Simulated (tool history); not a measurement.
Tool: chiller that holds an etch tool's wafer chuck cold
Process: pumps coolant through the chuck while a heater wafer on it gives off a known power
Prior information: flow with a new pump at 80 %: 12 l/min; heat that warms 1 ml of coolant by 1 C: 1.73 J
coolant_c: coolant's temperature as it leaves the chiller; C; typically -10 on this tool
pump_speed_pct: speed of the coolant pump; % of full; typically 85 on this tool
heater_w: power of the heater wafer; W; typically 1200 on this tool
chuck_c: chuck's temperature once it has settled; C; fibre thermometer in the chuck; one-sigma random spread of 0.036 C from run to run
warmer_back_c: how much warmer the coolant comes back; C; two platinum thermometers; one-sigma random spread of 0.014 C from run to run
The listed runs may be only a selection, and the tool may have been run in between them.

run	day	coolant_c	pump_speed_pct	heater_w	chuck_c	warmer_back_c
1	0.000	-10	85	1200	-3.10	3.25
2	1.117	-10	85	1200	-3.08	3.26
3	2.175	-10	85	1200	-3.10	3.28
4	3.500	-10	85	1200	-3.09	3.26
5	4.333	-10	85	1200	-3.07	3.26
6	4.996	-10	85	1200	-3.06	3.27
# day 5.142: chiller's thermometer calibrated
7	5.817	-10	73	1243	-1.99	3.95
8	6.942	-3	89	1557	5.47	4.00
9	7.762	-3	89	1557	5.41	4.01
10	8.812	-10	66	1200	-1.53	4.24
11	9.783	-19	66	1200	-10.45	4.22

Predict each of these 4 candidate next runs independently; none follows another, all start after run 11:
A	11.088	-6	70	1200	?	?
B	11.088	-4	93	638	?	?
C	11.088	-17	85	1675	?	?
D	11.088	-2	97	641	?	?

run	chuck_c	warmer_back_c
A	1.98	3.96
B	-1.14	1.59
C	-7.44	4.53
D	0.71	1.53
Without the tool's hidden state the same runs would have given:
run	chuck_c	warmer_back_c
A	2.49	3.97
B	-0.48	1.60
C	-6.97	4.54
D	1.37	1.53
